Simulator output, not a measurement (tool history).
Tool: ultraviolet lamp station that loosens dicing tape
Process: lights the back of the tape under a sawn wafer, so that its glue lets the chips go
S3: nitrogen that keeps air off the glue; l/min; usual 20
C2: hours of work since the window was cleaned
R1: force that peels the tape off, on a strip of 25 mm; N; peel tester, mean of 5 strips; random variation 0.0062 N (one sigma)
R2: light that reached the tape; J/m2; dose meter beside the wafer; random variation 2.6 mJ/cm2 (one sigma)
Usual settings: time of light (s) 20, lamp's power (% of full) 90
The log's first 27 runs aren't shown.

{"run": 28, "day": 15.454, "time of light (s)": 29, "lamp's power (% of full)": 62, "S3": 34, "hours of work of the lamp": 674, "C2": 36, "R1": 0.189, "R2": 2880}
{"run": 29, "day": 15.792, "time of light (s)": 20, "lamp's power (% of full)": 94, "S3": 20, "hours of work of the lamp": 680, "C2": 42, "R1": 0.228, "R2": 2990}
{"run": 30, "day": 16.329, "time of light (s)": 26, "lamp's power (% of full)": 83, "S3": 20, "hours of work of the lamp": 690, "C2": 52, "R1": 0.163, "R2": 3450}
{"run": 31, "day": 16.804, "time of light (s)": 25, "lamp's power (% of full)": 90, "S3": 20, "hours of work of the lamp": 699, "C2": 61, "R1": 0.139, "R2": 3610}
{"run": 32, "day": 17.521, "time of light (s)": 33, "lamp's power (% of full)": 90, "S3": 26, "hours of work of the lamp": 713, "C2": 74, "R1": 0.067, "R2": 4740}
{"run": 33, "day": 18.108, "time of light (s)": 14, "lamp's power (% of full)": 63, "S3": 23, "hours of work of the lamp": 724, "C2": 85, "R1": 1.282, "R2": 1360}
{"run": 34, "day": 18.871, "time of light (s)": 20, "lamp's power (% of full)": 96, "S3": 20, "hours of work of the lamp": 738, "C2": 99, "R1": 0.235, "R2": 3020}
{"run": 35, "day": 19.583, "time of light (s)": 31, "lamp's power (% of full)": 91, "S3": 6, "hours of work of the lamp": 751, "C2": 112, "R1": 0.211, "R2": 4440}
{"run": 36, "day": 19.908, "time of light (s)": 20, "lamp's power (% of full)": 90, "S3": 8, "hours of work of the lamp": 757, "C2": 119, "R1": 0.548, "R2": 2780}
{"run": 37, "day": 20.325, "time of light (s)": 20, "lamp's power (% of full)": 90, "S3": 8, "hours of work of the lamp": 765, "C2": 126, "R1": 0.578, "R2": 2800}
{"run": 38, "day": 21.058, "time of light (s)": 28, "lamp's power (% of full)": 80, "S3": 27, "hours of work of the lamp": 779, "C2": 140, "R1": 0.135, "R2": 3500}
{"run": 39, "day": 21.675, "time of light (s)": 28, "lamp's power (% of full)": 80, "S3": 27, "hours of work of the lamp": 790, "C2": 151, "R1": 0.138, "R2": 3520}
{"run": 40, "day": 22.379, "time of light (s)": 28, "lamp's power (% of full)": 90, "S3": 31, "hours of work of the lamp": 803, "C2": 165, "R1": 0.089, "R2": 3880}
{"run": 41, "day": 22.754, "time of light (s)": 27, "lamp's power (% of full)": 90, "S3": 13, "hours of work of the lamp": 810, "C2": 172, "R1": 0.171, "R2": 3740}
{"run": 42, "day": 23.329, "time of light (s)": 27, "lamp's power (% of full)": 90, "S3": 13, "hours of work of the lamp": 821, "C2": 182, "R1": 0.173, "R2": 3710}

4 ways to go on from here, each from the tool as it stands after run 42. What would each give?
{"run": "A", "day": 23.962, "time of light (s)": 29, "lamp's power (% of full)": 63, "S3": 26, "hours of work of the lamp": 833, "C2": 194, "R1": "?", "R2": "?"}
{"run": "B", "day": 23.962, "time of light (s)": 27, "lamp's power (% of full)": 69, "S3": 24, "hours of work of the lamp": 833, "C2": 194, "R1": "?", "R2": "?"}
{"run": "C", "day": 23.962, "time of light (s)": 10, "lamp's power (% of full)": 71, "S3": 29, "hours of work of the lamp": 833, "C2": 194, "R1": "?", "R2": "?"}
{"run": "D", "day": 23.962, "time of light (s)": 38, "lamp's power (% of full)": 72, "S3": 22, "hours of work of the lamp": 833, "C2": 194, "R1": "?", "R2": "?"}

run=A R1=0.247 R2=2800
run=B R1=0.236 R2=2870
run=C R1=1.717 R2=1080
run=D R1=0.091 R2=4180
Without the tool's hidden state the same runs would have given:
run=A R1=0.154 R2=3310
run=B R1=0.146 R2=3400
run=C R1=1.324 R2=1280
run=D R1=0.068 R2=4950
